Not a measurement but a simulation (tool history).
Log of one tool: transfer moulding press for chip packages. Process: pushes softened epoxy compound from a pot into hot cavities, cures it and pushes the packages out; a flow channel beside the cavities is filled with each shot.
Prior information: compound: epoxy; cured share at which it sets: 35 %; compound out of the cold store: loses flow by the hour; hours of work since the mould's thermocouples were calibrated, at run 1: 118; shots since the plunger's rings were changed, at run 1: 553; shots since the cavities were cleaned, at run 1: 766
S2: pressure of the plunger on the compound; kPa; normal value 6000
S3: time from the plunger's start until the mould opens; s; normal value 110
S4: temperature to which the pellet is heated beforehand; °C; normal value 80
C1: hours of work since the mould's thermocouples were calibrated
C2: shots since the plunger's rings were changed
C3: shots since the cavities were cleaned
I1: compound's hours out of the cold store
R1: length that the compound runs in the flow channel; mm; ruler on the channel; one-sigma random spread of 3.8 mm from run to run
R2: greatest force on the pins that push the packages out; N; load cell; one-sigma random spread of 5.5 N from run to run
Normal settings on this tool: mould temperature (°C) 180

{"run": 1, "hour": 0.0, "mould temperature (°C)": 180, "S2": 6000, "S3": 110, "S4": 80, "C1": 118, "C2": 553, "C3": 766, "I1": 47.9, "R1": 489, "R2": 191}
{"run": 2, "hour": 8.6, "mould temperature (°C)": 184, "S2": 6000, "S3": 110, "S4": 80, "C1": 124, "C2": 643, "C3": 856, "I1": 21.5, "R1": 516, "R2": 184}
{"hour": 13.4, "done": "cavities cleaned with cleaning compound and waxed"}
{"run": 3, "hour": 17.7, "mould temperature (°C)": 184, "S2": 6000, "S3": 110, "S4": 80, "C1": 129, "C2": 721, "C3": 45, "I1": 11.6, "R1": 525, "R2": 168}
{"run": 4, "hour": 25.2, "mould temperature (°C)": 180, "S2": 7320, "S3": 110, "S4": 80, "C1": 134, "C2": 799, "C3": 123, "I1": 25.7, "R1": 568, "R2": 180}
{"run": 5, "hour": 30.2, "mould temperature (°C)": 182, "S2": 7320, "S3": 110, "S4": 80, "C1": 137, "C2": 851, "C3": 175, "I1": 46.6, "R1": 541, "R2": 175}
{"run": 6, "hour": 38.1, "mould temperature (°C)": 182, "S2": 7320, "S3": 110, "S4": 80, "C1": 142, "C2": 932, "C3": 256, "I1": 23.5, "R1": 559, "R2": 181}
{"run": 7, "hour": 45.4, "mould temperature (°C)": 180, "S2": 6000, "S3": 110, "S4": 80, "C1": 147, "C2": 1008, "C3": 332, "I1": 44.1, "R1": 492, "R2": 186}
{"run": 8, "hour": 50.4, "mould temperature (°C)": 180, "S2": 6000, "S3": 110, "S4": 80, "C1": 151, "C2": 1060, "C3": 384, "I1": 27.9, "R1": 510, "R2": 193}
{"run": 9, "hour": 59.6, "mould temperature (°C)": 174, "S2": 6000, "S3": 110, "S4": 80, "C1": 157, "C2": 1155, "C3": 479, "I1": 23.5, "R1": 521, "R2": 262}
{"run": 10, "hour": 66.2, "mould temperature (°C)": 174, "S2": 6000, "S3": 110, "S4": 80, "C1": 161, "C2": 1223, "C3": 547, "I1": 46.2, "R1": 494, "R2": 266}
{"run": 11, "hour": 76.2, "mould temperature (°C)": 180, "S2": 6000, "S3": 110, "S4": 80, "C1": 168, "C2": 1328, "C3": 652, "I1": 39.7, "R1": 491, "R2": 194}
{"run": 12, "hour": 84.3, "mould temperature (°C)": 180, "S2": 6000, "S3": 110, "S4": 80, "C1": 174, "C2": 1411, "C3": 735, "I1": 10.6, "R1": 535, "R2": 191}
{"run": 13, "hour": 93.9, "mould temperature (°C)": 180, "S2": 7460, "S3": 110, "S4": 80, "C1": 180, "C2": 1511, "C3": 835, "I1": 22.4, "R1": 574, "R2": 208}
{"hour": 100.0, "done": "cavities cleaned with cleaning compound and waxed"}
{"run": 14, "hour": 104.2, "mould temperature (°C)": 180, "S2": 7460, "S3": 110, "S4": 80, "C1": 186, "C2": 1602, "C3": 44, "I1": 46, "R1": 541, "R2": 185}
{"run": 15, "hour": 112.0, "mould temperature (°C)": 180, "S2": 7460, "S3": 110, "S4": 80, "C1": 191, "C2": 1683, "C3": 125, "I1": 12.9, "R1": 587, "R2": 196}
{"run": 16, "hour": 120.8, "mould temperature (°C)": 180, "S2": 6000, "S3": 107, "S4": 80, "C1": 197, "C2": 1774, "C3": 216, "I1": 12, "R1": 526, "R2": 196}
{"run": 17, "hour": 126.8, "mould temperature (°C)": 180, "S2": 5360, "S3": 107, "S4": 80, "C1": 201, "C2": 1836, "C3": 278, "I1": 30.5, "R1": 478, "R2": 192}
{"run": 18, "hour": 137.7, "mould temperature (°C)": 179, "S2": 6550, "S3": 141, "S4": 80, "C1": 209, "C2": 1949, "C3": 391, "I1": 43.8, "R1": 511, "R2": 153}
{"run": 19, "hour": 147.1, "mould temperature (°C)": 176, "S2": 6000, "S3": 141, "S4": 80, "C1": 215, "C2": 2047, "C3": 489, "I1": 31.1, "R1": 506, "R2": 174}
{"run": 20, "hour": 156.2, "mould temperature (°C)": 186, "S2": 6810, "S3": 141, "S4": 87, "C1": 221, "C2": 2141, "C3": 583, "I1": 30.3, "R1": 529, "R2": 160}
{"run": 21, "hour": 164.6, "mould temperature (°C)": 183, "S2": 6000, "S3": 110, "S4": 83, "C1": 227, "C2": 2228, "C3": 670, "I1": 26.3, "R1": 505, "R2": 179}
{"run": 22, "hour": 175.1, "mould temperature (°C)": 180, "S2": 6000, "S3": 109, "S4": 87, "C1": 234, "C2": 2337, "C3": 779, "I1": 40.6, "R1": 492, "R2": 186}
{"run": 23, "hour": 181.4, "mould temperature (°C)": 180, "S2": 6000, "S3": 109, "S4": 87, "C1": 238, "C2": 2402, "C3": 844, "I1": 36.4, "R1": 497, "R2": 184}
{"hour": 187.0, "done": "cavities cleaned with cleaning compound and waxed"}
{"run": 24, "hour": 192.2, "mould temperature (°C)": 177, "S2": 6010, "S3": 109, "S4": 87, "C1": 245, "C2": 2498, "C3": 54, "I1": 27.1, "R1": 509, "R2": 211}
{"run": 25, "hour": 199.1, "mould temperature (°C)": 177, "S2": 6010, "S3": 109, "S4": 87, "C1": 249, "C2": 2570, "C3": 126, "I1": 11.1, "R1": 529, "R2": 221}
{"run": 26, "hour": 210.1, "mould temperature (°C)": 177, "S2": 6010, "S3": 109, "S4": 87, "C1": 257, "C2": 2683, "C3": 239, "I1": 12.8, "R1": 528, "R2": 229}
{"run": 27, "hour": 219.4, "mould temperature (°C)": 177, "S2": 6010, "S3": 109, "S4": 77, "C1": 263, "C2": 2780, "C3": 336, "I1": 26.9, "R1": 508, "R2": 228}
{"run": 28, "hour": 230.2, "mould temperature (°C)": 187, "S2": 6000, "S3": 110, "S4": 80, "C1": 270, "C2": 2892, "C3": 448, "I1": 21.4, "R1": 512, "R2": 162}
{"run": 29, "hour": 235.9, "mould temperature (°C)": 187, "S2": 4620, "S3": 143, "S4": 80, "C1": 274, "C2": 2951, "C3": 507, "I1": 28.6, "R1": 432, "R2": 153}

Predict each of these 3 candidate next runs independently; none follows another, all start after run 29:
{"run": "A", "hour": 243.2, "mould temperature (°C)": 181, "S2": 5320, "S3": 110, "S4": 74, "C1": 279, "C2": 3027, "C3": 583, "I1": 20.8, "R1": "?", "R2": "?"}
{"run": "B", "hour": 243.2, "mould temperature (°C)": 180, "S2": 7120, "S3": 147, "S4": 84, "C1": 279, "C2": 3027, "C3": 583, "I1": 10.5, "R1": "?", "R2": "?"}
{"run": "C", "hour": 243.2, "mould temperature (°C)": 187, "S2": 6500, "S3": 122, "S4": 80, "C1": 279, "C2": 3027, "C3": 583, "I1": 40.7, "R1": "?", "R2": "?"}

run=A R1=487 R2=184
run=B R1=577 R2=154
run=C R1=508 R2=155
With the hidden condition removed and each run's random variation left untouched, the same runs would have given:
run=A R1=488 R2=181
run=B R1=577 R2=151
run=C R1=508 R2=153

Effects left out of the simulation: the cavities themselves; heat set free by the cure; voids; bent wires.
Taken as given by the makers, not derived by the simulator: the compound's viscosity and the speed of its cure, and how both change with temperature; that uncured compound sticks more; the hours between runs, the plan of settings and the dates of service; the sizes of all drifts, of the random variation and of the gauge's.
